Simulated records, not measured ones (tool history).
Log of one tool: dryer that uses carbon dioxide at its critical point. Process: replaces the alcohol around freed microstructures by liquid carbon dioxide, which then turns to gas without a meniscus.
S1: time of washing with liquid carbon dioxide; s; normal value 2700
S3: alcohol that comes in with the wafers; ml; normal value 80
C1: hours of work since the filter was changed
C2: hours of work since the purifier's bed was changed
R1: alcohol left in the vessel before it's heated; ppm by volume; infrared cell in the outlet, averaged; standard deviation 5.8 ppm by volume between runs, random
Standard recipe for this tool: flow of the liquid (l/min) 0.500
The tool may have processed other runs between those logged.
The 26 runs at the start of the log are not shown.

run 27 hour=618.0 | S1=1620 flow_of_the_liquid_(l/min)=0.459 S3=87 | C1=171 C2=766 | R1=2014
run 28 hour=632.8 | S1=1620 flow_of_the_liquid_(l/min)=0.541 S3=56 | C1=180 C2=776 | R1=903
run 29 hour=662.7 | S1=1860 flow_of_the_liquid_(l/min)=0.490 S3=27 | C1=199 C2=794 | R1=451
run 30 hour=681.6 | S1=3600 flow_of_the_liquid_(l/min)=0.508 S3=80 | C1=211 C2=806 | R1=146
run 31 hour=710.8 | S1=3000 flow_of_the_liquid_(l/min)=0.755 S3=85 | C1=230 C2=825 | R1=115
run 32 hour=737.7 | S1=2700 flow_of_the_liquid_(l/min)=0.500 S3=29 | C1=247 C2=842 | R1=202
run 33 hour=763.4 | S1=2220 flow_of_the_liquid_(l/min)=0.695 S3=80 | C1=263 C2=858 | R1=229
run 34 hour=791.3 | S1=2220 flow_of_the_liquid_(l/min)=0.422 S3=80 | C1=281 C2=876 | R1=1224
run 35 hour=808.9 | S1=2700 flow_of_the_liquid_(l/min)=0.383 S3=80 | C1=292 C2=887 | R1=947
run 36 hour=830.0 | S1=2760 flow_of_the_liquid_(l/min)=0.819 S3=86 | C1=305 C2=900 | R1=115
run 37 hour=852.1 | S1=2760 flow_of_the_liquid_(l/min)=0.362 S3=24 | C1=319 C2=914 | R1=393
run 38 hour=868.7 | S1=2760 flow_of_the_liquid_(l/min)=0.362 S3=24 | C1=329 C2=925 | R1=396
-- hour=878.0 inlet filter changed
run 39 hour=889.2 | S1=2760 flow_of_the_liquid_(l/min)=0.362 S3=24 | C1=7 C2=937 | R1=297
run 40 hour=903.8 | S1=2400 flow_of_the_liquid_(l/min)=0.344 S3=35 | C1=16 C2=946 | R1=643
run 41 hour=926.8 | S1=2520 flow_of_the_liquid_(l/min)=0.344 S3=56 | C1=31 C2=961 | R1=852
run 42 hour=956.8 | S1=2700 flow_of_the_liquid_(l/min)=0.500 S3=46 | C1=50 C2=980 | R1=232
run 43 hour=989.4 | S1=3840 flow_of_the_liquid_(l/min)=0.490 S3=61 | C1=70 C2=1000 | R1=139
run 44 hour=1011.0 | S1=2700 flow_of_the_liquid_(l/min)=0.500 S3=23 | C1=84 C2=1014 | R1=170
run 45 hour=1041.3 | S1=2700 flow_of_the_liquid_(l/min)=0.500 S3=23 | C1=103 C2=1033 | R1=170
run 46 hour=1058.8 | S1=2700 flow_of_the_liquid_(l/min)=0.500 S3=70 | C1=114 C2=1044 | R1=324
run 47 hour=1089.3 | S1=2700 flow_of_the_liquid_(l/min)=0.500 S3=70 | C1=134 C2=1064 | R1=322

Consider 4 possible next runs. They are alternatives, not a sequence: every one starts from the tool as it was left by run 47. What does each give?
run A hour=1113.8 | S1=2280 flow_of_the_liquid_(l/min)=0.500 S3=70 | C1=149 C2=1079 | R1=?
run B hour=1113.8 | S1=3960 flow_of_the_liquid_(l/min)=0.500 S3=70 | C1=149 C2=1079 | R1=?
run C hour=1113.8 | S1=1800 flow_of_the_liquid_(l/min)=0.651 S3=76 | C1=149 C2=1079 | R1=?
run D hour=1113.8 | S1=2700 flow_of_the_liquid_(l/min)=0.545 S3=24 | C1=149 C2=1079 | R1=?

run=A R1=539
run=B R1=149
run=C R1=499
run=D R1=168
With the hidden condition removed and each run's random variation left untouched, the same runs would have given:
run=A R1=343
run=B R1=23
run=C R1=311
run=D R1=43
